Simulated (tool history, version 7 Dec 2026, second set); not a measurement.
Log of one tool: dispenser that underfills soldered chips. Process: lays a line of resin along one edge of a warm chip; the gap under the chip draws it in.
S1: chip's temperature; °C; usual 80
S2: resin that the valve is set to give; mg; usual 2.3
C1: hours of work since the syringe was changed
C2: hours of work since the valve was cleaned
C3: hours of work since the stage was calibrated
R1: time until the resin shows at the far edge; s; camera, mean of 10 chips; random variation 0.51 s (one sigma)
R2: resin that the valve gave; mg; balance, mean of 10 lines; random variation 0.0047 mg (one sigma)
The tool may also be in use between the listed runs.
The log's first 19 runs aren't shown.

| run | hour | S1 | S2 | C1 | C2 | C3 | R1 | R2 |
|---|---|---|---|---|---|---|---|---|
|  | 227.9 | new syringe of resin |
| 20 | 230.7 | 93 | 2.85 | 2 | 30 | 60 | 25.9 | 2.808 |
|  | 240.3 | new syringe of resin |
| 21 | 242 | 95 | 2.54 | 1 | 36 | 67 | 22.1 | 2.505 |
|  | 252.4 | new syringe of resin |
| 22 | 253.1 | 86 | 2.13 | 0 | 43 | 74 | 32.9 | 2.089 |
|  | 264.6 | new syringe of resin |
| 23 | 269.8 | 86 | 2.13 | 3 | 53 | 84 | 41.5 | 2.074 |
|  | 272.2 | dispensing valve cleaned and set on the balance |
|  | 277.7 | new syringe of resin |
| 24 | 278.7 | 86 | 2.13 | 1 | 4 | 89 | 33.9 | 2.12 |
|  | 290.2 | new syringe of resin |
| 25 | 295.3 | 87 | 2.07 | 3 | 14 | 99 | 39.4 | 2.049 |
|  | 302.2 | new syringe of resin |
| 26 | 310.6 | 66 | 2.79 | 5 | 23 | 108 | 124.5 | 2.759 |
|  | 314.1 | new syringe of resin |
| 27 | 322.1 | 80 | 2.17 | 5 | 30 | 115 | 64.3 | 2.145 |
|  | 326 | new syringe of resin |
| 28 | 335.8 | 87 | 2.63 | 6 | 38 | 123 | 50 | 2.588 |
|  | 338.6 | new syringe of resin |
| 29 | 348.2 | 71 | 2.98 | 6 | 46 | 131 | 103.8 | 2.922 |
|  | 351.2 | new syringe of resin |
|  | 361.9 | dispensing valve cleaned and set on the balance |
| 30 | 361.9 | 73 | 2.3 | 6 | 0 | 138 | 96.8 | 2.312 |
|  | 365 | new syringe of resin |
| 31 | 371.2 | 68 | 2.84 | 4 | 6 | 144 | 102.5 | 2.855 |
|  | 377.6 | new syringe of resin |
| 32 | 387.1 | 83 | 2.3 | 6 | 15 | 154 | 56.7 | 2.287 |
|  | 389.6 | new syringe of resin |
| 33 | 398.3 | 77 | 2.3 | 5 | 22 | 160 | 74 | 2.284 |
|  | 402.2 | new syringe of resin |
| 34 | 408.8 | 70 | 2.79 | 4 | 28 | 167 | 90.8 | 2.77 |

Forecast each of these 3 alternatives for the next run:
|  | 414.1 | new syringe of resin |
| A | 422.8 | 74 | 2.34 | 5 | 37 | 175 | ? | ? |
|  | 414.1 | new syringe of resin |
| B | 422.8 | 82 | 2.17 | 5 | 37 | 175 | ? | ? |
|  | 414.1 | new syringe of resin |
| C | 422.8 | 87 | 2.3 | 5 | 37 | 175 | ? | ? |

| run | R1 | R2 |
|---|---|---|
| A | 87.6 | 2.316 |
| B | 59 | 2.142 |
| C | 46.5 | 2.279 |
Without the tool's hidden state the same runs would have given:
| run | R1 | R2 |
|---|---|---|
| A | 56.2 | 2.341 |
| B | 37.6 | 2.166 |
| C | 29.7 | 2.304 |
